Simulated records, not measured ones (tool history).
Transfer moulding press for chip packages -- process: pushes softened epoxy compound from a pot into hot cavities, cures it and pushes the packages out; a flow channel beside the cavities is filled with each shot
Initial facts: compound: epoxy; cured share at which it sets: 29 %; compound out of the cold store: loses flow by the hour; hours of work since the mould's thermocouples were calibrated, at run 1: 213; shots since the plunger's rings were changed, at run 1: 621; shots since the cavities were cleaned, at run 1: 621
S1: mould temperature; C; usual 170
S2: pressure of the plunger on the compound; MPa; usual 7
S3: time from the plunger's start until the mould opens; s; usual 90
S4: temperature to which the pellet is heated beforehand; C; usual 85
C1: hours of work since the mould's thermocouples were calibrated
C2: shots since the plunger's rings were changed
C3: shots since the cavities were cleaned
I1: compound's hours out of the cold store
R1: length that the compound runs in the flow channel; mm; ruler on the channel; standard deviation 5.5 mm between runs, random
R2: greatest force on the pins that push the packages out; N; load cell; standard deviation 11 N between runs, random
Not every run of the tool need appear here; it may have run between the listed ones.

run,hour,S1,S2,S3,S4,C1,C2,C3,I1,R1,R2
1,0,170,7,90,85,213,621,621,31.3,544,997
# hour 4.9: cavities cleaned with cleaning compound and waxed
2,12.7,170,7,90,85,220,745,86,9.2,614,637
3,20.7,170,7,90,85,225,833,174,14.8,592,706
4,29.4,170,7,90,85,230,929,270,21.4,562,773
5,35.5,170,7,90,85,233,996,337,45.7,493,808
6,46.6,170,7,90,85,240,1120,461,15.1,582,940
7,52.3,170,7,90,85,243,1183,524,43.5,486,913
8,59.2,170,7,90,85,248,1259,600,24.1,562,973
# hour 65.4: cavities cleaned with cleaning compound and waxed
9,68.6,170,7,90,85,252,1345,34,30,528,550
10,80.7,170,7,90,85,259,1479,168,34.4,518,679
11,87.2,170,7,90,85,263,1551,240,40.6,496,768
12,97.1,170,7,90,85,269,1661,350,24.3,547,852
13,103.3,165,7,90,85,273,1728,417,46.5,488,1113
14,109.5,170,7,90,85,277,1797,486,40.9,486,914
15,120.3,170,7,90,85,283,1917,606,46.9,470,961
# hour 126.7: cavities cleaned with cleaning compound and waxed
16,132.5,170,6.51,90,85,289,2035,64,45.9,463,547
17,141.7,170,6.51,90,85,295,2137,166,15.8,554,707
18,152.6,171,7,82,85,301,2257,286,32.1,518,890
19,162.6,171,7,82,85,307,2367,396,34.1,504,963
20,172.8,178,7,82,93,313,2480,509,13.6,563,790
21,184.5,174,6.05,115,91,320,2609,638,18.3,510,810
# hour 187.1: cavities cleaned with cleaning compound and waxed
22,195.3,174,7.23,100,93,326,2712,91,11.3,583,509
23,200.6,170,7,90,80,329,2770,149,41.9,476,677
24,210.7,170,7,90,80,335,2882,261,27.1,525,778
25,223.1,170,6.36,128,94,342,3018,397,31.8,482,721
26,231.6,170,5.95,90,81,348,3112,491,43.1,437,874
27,243.6,165,5.95,80,94,355,3245,624,45.6,436,1563
# hour 247.9: cavities cleaned with cleaning compound and waxed
28,254.5,178,7,91,85,360,3348,72,21.5,529,484

A few steps of R1 between consecutive runs. Split each: what settings, incoming material and random variation would produce without the hidden state, and what is left over for the hidden state, along with gauge scatter present in only one of the two compared results (measured, and without hidden state):
Hidden conditions of the tool in this case: true mould temperature over the reading, C; pressure that reaches the compound, % of what is set; grip of the stained cavities, % over clean ones'; drift of the gauge itself on flow_mm, %; drift of the gauge itself on push_out_n, %.
Run 6 -> 7: no setting touched and nothing written in the log between the runs. R1 -96 mm: hidden state +2, all else -98.
Run 16 -> 17: no setting touched and nothing written in the log between the runs. R1 +91 mm: hidden state -6, all else +97.
Run 22 -> 23: S1 174 -> 170, S2 7.23 -> 7, S3 100 -> 90, S4 93 -> 80. R1 -107 mm: hidden state +6, all else -113.
Run 27 -> 28: S1 165 -> 178, S2 5.95 -> 7, S3 80 -> 91, S4 94 -> 85, cavities cleaned with cleaning compound and waxed. R1 +93 mm: hidden state -8, all else +101.

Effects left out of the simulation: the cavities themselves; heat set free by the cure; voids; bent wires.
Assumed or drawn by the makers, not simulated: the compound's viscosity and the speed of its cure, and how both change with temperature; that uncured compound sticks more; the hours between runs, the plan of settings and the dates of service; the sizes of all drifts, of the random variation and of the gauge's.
